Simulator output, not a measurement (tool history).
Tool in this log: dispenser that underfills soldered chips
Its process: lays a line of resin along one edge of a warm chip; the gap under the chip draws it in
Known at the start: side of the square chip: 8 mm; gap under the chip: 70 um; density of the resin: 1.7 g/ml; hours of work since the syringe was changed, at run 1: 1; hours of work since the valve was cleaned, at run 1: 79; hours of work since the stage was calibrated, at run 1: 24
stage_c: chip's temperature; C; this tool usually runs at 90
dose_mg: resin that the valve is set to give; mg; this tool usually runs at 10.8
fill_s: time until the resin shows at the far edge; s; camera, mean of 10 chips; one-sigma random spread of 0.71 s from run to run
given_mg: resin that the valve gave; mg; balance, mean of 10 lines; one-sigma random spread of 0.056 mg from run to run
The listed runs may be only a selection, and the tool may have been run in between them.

run   hour  stage_c  dose_mg  hours of work since the syringe was changed  hours of work since the valve was cleaned  hours of work since the stage was calibrated  fill_s  given_mg
  1      0       90     10.8                                            1                                         79                                            24    66.9      10.5
  2   11.9       90      9.4                                           11                                         88                                            34   109.2      9.02
      13.6  -- new syringe of resin
  3   20.2       90      9.4                                            5                                         94                                            40    85.9      9.04
        29  -- new syringe of resin
  4   33.2       90      9.9                                            3                                        104                                            50      76      9.55
  5   41.7       90      9.9                                           10                                        111                                            56   103.4      9.43
        45  -- new syringe of resin
      52.1  -- dispensing valve cleaned and set on the balance
  6   52.1       90      9.9                                            5                                          0                                            64    81.1       9.9
      61.7  -- new syringe of resin
  7   63.6       90     10.8                                            2                                          9                                            72      67     10.72
  8   72.4       90     10.8                                            8                                         16                                            79    92.1     10.74
      77.1  -- new syringe of resin
  9     85       90     10.8                                            6                                         25                                            89    83.3     10.72
      92.6  -- new syringe of resin
 10   96.3       90     10.8                                            3                                         34                                            97    70.3     10.56
 11  102.5       90     10.8                                            8                                         39                                           102    88.1     10.66
     108.4  -- new syringe of resin
 12  108.9       90     10.8                                            0                                         44                                           107    64.6     10.57
 13    120       90     10.8                                            9                                         52                                           116    96.4     10.46
     123.4  -- new syringe of resin
 14  130.3       90     10.8                                            5                                         60                                           124    78.9      10.6
     138.5  -- new syringe of resin
 15  141.5       90     10.8                                            2                                         69                                           132    71.2     10.42
 16  148.4       90      9.7                                            8                                         74                                           138      96      9.46
     153.8  -- new syringe of resin
 17  162.3       90      9.7                                            7                                         85                                           148    86.4       9.3
     169.6  -- new syringe of resin
 18  171.1       90      9.7                                            1                                         91                                           155    68.4      9.32
 19  181.3       90      9.7                                            9                                         99                                           163    99.2      9.31
     184.8  -- new syringe of resin
 20  190.4       94     13.4                                            4                                        106                                           170    63.8     12.65
       200  -- new syringe of resin
 21  200.5       81      9.6                                            0                                        114                                           177    88.1      9.05
     206.5  -- dispensing valve cleaned and set on the balance
 22  210.1       76     11.9                                            7                                          3                                           184   129.9     12.02
     216.5  -- new syringe of resin
 23  220.8       92      9.4                                            3                                         11                                           192    69.6       9.4
     232.3  -- new syringe of resin
 24  233.2       81     10.4                                            1                                         20                                           202    86.7     10.52
 25  241.1      100     11.4                                            7                                         27                                           208    60.7     11.29
     247.5  -- new syringe of resin
 26  248.1       83       13                                            0                                         32                                           213    77.7     12.93
 27  254.5       98      9.6                                            5                                         37                                           218    63.7      9.52
     263.1  -- new syringe of resin
 28  266.3       90      9.8                                            3                                         46                                           227      73      9.73
 29  274.4       97     11.4                                            9                                         52                                           234    73.8     11.24
     278.7  -- new syringe of resin
 30  280.7       81     11.8                                            2                                         57                                           238    88.4     11.65
 31    290       81     11.8                                            9                                         64                                           246   123.5     11.53
     294.6  -- new syringe of resin
 32  299.8       90     10.4                                            4                                         72                                           253    74.7     10.09
     309.8  -- new syringe of resin
 33  310.3       90     10.4                                            0                                         80                                           261      63     10.01
 34  319.4       79     10.2                                            7                                         87                                           268   127.5      9.87
     325.7  -- new syringe of resin
 35  326.6       92     11.6                                            1                                         92                                           273    60.1     11.16

For each entry between runs, how does the tool's hidden state at the last listed run before it compare with that at the first listed run after it?
After run 2, before run 3: new syringe of resin (hour 13.6)
  resin's viscosity, % of fresh resin's: 160.3 -> 126; dose that the valve gives, % of what is set: 96.35 -> 96.06; true chip temperature over the reading, C: 0.34 -> 0.38
  measured value less the no-hidden-state value, fill_s: +41.3 -> +18 s; given_mg: -0.34 -> -0.37 mg
After run 3, before run 4: new syringe of resin (hour 29)
  resin's viscosity, % of fresh resin's: 126 -> 116.7; dose that the valve gives, % of what is set: 96.06 -> 95.67; true chip temperature over the reading, C: 0.38 -> 0.44
  measured value less the no-hidden-state value, fill_s: +18 -> +11 s; given_mg: -0.37 -> -0.43 mg
After run 5, before run 6: new syringe of resin (hour 45); dispensing valve cleaned and set on the balance (hour 52.1)
  resin's viscosity, % of fresh resin's: 157.7 -> 124; dose that the valve gives, % of what is set: 95.39 -> 99.94; true chip temperature over the reading, C: 0.48 -> 0.51
  measured value less the no-hidden-state value, fill_s: +37.9 -> +14.7 s; given_mg: -0.46 -> -0.01 mg
After run 6, before run 7: new syringe of resin (hour 61.7)
  resin's viscosity, % of fresh resin's: 124 -> 106.6; dose that the valve gives, % of what is set: 99.94 -> 99.52; true chip temperature over the reading, C: 0.51 -> 0.56
  measured value less the no-hidden-state value, fill_s: +14.7 -> +3.1 s; given_mg: -0.01 -> -0.05 mg
After run 8, before run 9: new syringe of resin (hour 77.1)
  resin's viscosity, % of fresh resin's: 145.7 -> 132.4; dose that the valve gives, % of what is set: 99.24 -> 98.81; true chip temperature over the reading, C: 0.6 -> 0.65
  measured value less the no-hidden-state value, fill_s: +27.7 -> +19.3 s; given_mg: -0.08 -> -0.13 mg
After run 9, before run 10: new syringe of resin (hour 92.6)
  resin's viscosity, % of fresh resin's: 132.4 -> 110.6; dose that the valve gives, % of what is set: 98.81 -> 98.44; true chip temperature over the reading, C: 0.65 -> 0.7
  measured value less the no-hidden-state value, fill_s: +19.3 -> +5.5 s; given_mg: -0.13 -> -0.17 mg
After run 11, before run 12: new syringe of resin (hour 108.4)
  resin's viscosity, % of fresh resin's: 137.8 -> 101.6; dose that the valve gives, % of what is set: 98.26 -> 98.06; true chip temperature over the reading, C: 0.73 -> 0.76
  measured value less the no-hidden-state value, fill_s: +22.9 -> -0.3 s; given_mg: -0.19 -> -0.21 mg
After run 13, before run 14: new syringe of resin (hour 123.4)
  resin's viscosity, % of fresh resin's: 150.3 -> 125.3; dose that the valve gives, % of what is set: 97.74 -> 97.45; true chip temperature over the reading, C: 0.81 -> 0.86
  measured value less the no-hidden-state value, fill_s: +31 -> +14.7 s; given_mg: -0.24 -> -0.28 mg
After run 14, before run 15: new syringe of resin (hour 138.5)
  resin's viscosity, % of fresh resin's: 125.3 -> 113.6; dose that the valve gives, % of what is set: 97.45 -> 97.06; true chip temperature over the reading, C: 0.86 -> 0.91
  measured value less the no-hidden-state value, fill_s: +14.7 -> +7.1 s; given_mg: -0.28 -> -0.32 mg
After run 16, before run 17: new syringe of resin (hour 153.8)
  resin's viscosity, % of fresh resin's: 145.1 -> 137; dose that the valve gives, % of what is set: 96.82 -> 96.41; true chip temperature over the reading, C: 0.94 -> 1
  measured value less the no-hidden-state value, fill_s: +28.6 -> +22.1 s; given_mg: -0.31 -> -0.35 mg
After run 17, before run 18: new syringe of resin (hour 169.6)
  resin's viscosity, % of fresh resin's: 137 -> 105.5; dose that the valve gives, % of what is set: 96.41 -> 96.12; true chip temperature over the reading, C: 1 -> 1.04
  measured value less the no-hidden-state value, fill_s: +22.1 -> +2.3 s; given_mg: -0.35 -> -0.37 mg
After run 19, before run 20: new syringe of resin (hour 184.8)
  resin's viscosity, % of fresh resin's: 151.5 -> 119.4; dose that the valve gives, % of what is set: 95.77 -> 95.47; true chip temperature over the reading, C: 1.09 -> 1.13
  measured value less the no-hidden-state value, fill_s: +32.5 -> +8.7 s; given_mg: -0.41 -> -0.6 mg
After run 20, before run 21: new syringe of resin (hour 200)
  resin's viscosity, % of fresh resin's: 119.4 -> 100.9; dose that the valve gives, % of what is set: 95.47 -> 95.17; true chip temperature over the reading, C: 1.13 -> 1.17
  measured value less the no-hidden-state value, fill_s: +8.7 -> -1.1 s; given_mg: -0.6 -> -0.47 mg
After run 21, before run 22: dispensing valve cleaned and set on the balance (hour 206.5)
  resin's viscosity, % of fresh resin's: 100.9 -> 136.6; dose that the valve gives, % of what is set: 95.17 -> 100.17; true chip temperature over the reading, C: 1.17 -> 1.22
  measured value less the no-hidden-state value, fill_s: -1.1 -> +30.7 s; given_mg: -0.47 -> +0.02 mg
After run 22, before run 23: new syringe of resin (hour 216.5)
  resin's viscosity, % of fresh resin's: 136.6 -> 116.2; dose that the valve gives, % of what is set: 100.17 -> 99.82; true chip temperature over the reading, C: 1.22 -> 1.27
  measured value less the no-hidden-state value, fill_s: +30.7 -> +7.3 s; given_mg: +0.02 -> -0.02 mg
After run 23, before run 24: new syringe of resin (hour 232.3)
  resin's viscosity, % of fresh resin's: 116.2 -> 102.1; dose that the valve gives, % of what is set: 99.82 -> 99.43; true chip temperature over the reading, C: 1.27 -> 1.33
  measured value less the no-hidden-state value, fill_s: +7.3 -> -2 s; given_mg: -0.02 -> -0.06 mg
After run 25, before run 26: new syringe of resin (hour 247.5)
  resin's viscosity, % of fresh resin's: 135.3 -> 102.8; dose that the valve gives, % of what is set: 99.16 -> 98.94; true chip temperature over the reading, C: 1.37 -> 1.4
  measured value less the no-hidden-state value, fill_s: +14.1 -> -1.4 s; given_mg: -0.1 -> -0.14 mg
After run 27, before run 28: new syringe of resin (hour 263.1)
  resin's viscosity, % of fresh resin's: 128.6 -> 113.3; dose that the valve gives, % of what is set: 98.74 -> 98.35; true chip temperature over the reading, C: 1.43 -> 1.48
  measured value less the no-hidden-state value, fill_s: +12.3 -> +5.9 s; given_mg: -0.12 -> -0.17 mg
After run 29, before run 30: new syringe of resin (hour 278.7)
  resin's viscosity, % of fresh resin's: 150.9 -> 108; dose that the valve gives, % of what is set: 98.1 -> 97.89; true chip temperature over the reading, C: 1.52 -> 1.55
  measured value less the no-hidden-state value, fill_s: +22.8 -> +2.5 s; given_mg: -0.22 -> -0.25 mg
After run 31, before run 32: new syringe of resin (hour 294.6)
  resin's viscosity, % of fresh resin's: 150.2 -> 119.4; dose that the valve gives, % of what is set: 97.58 -> 97.3; true chip temperature over the reading, C: 1.59 -> 1.63
  measured value less the no-hidden-state value, fill_s: +37.1 -> +9.3 s; given_mg: -0.29 -> -0.28 mg
After run 32, before run 33: new syringe of resin (hour 309.8)
  resin's viscosity, % of fresh resin's: 119.4 -> 102.7; dose that the valve gives, % of what is set: 97.3 -> 97; true chip temperature over the reading, C: 1.63 -> 1.68
  measured value less the no-hidden-state value, fill_s: +9.3 -> -1.1 s; given_mg: -0.28 -> -0.31 mg
After run 34, before run 35: new syringe of resin (hour 325.7)
  resin's viscosity, % of fresh resin's: 141.6 -> 104.1; dose that the valve gives, % of what is set: 96.74 -> 96.54; true chip temperature over the reading, C: 1.73 -> 1.76
  measured value less the no-hidden-state value, fill_s: +33 -> -0.6 s; given_mg: -0.33 -> -0.4 mg
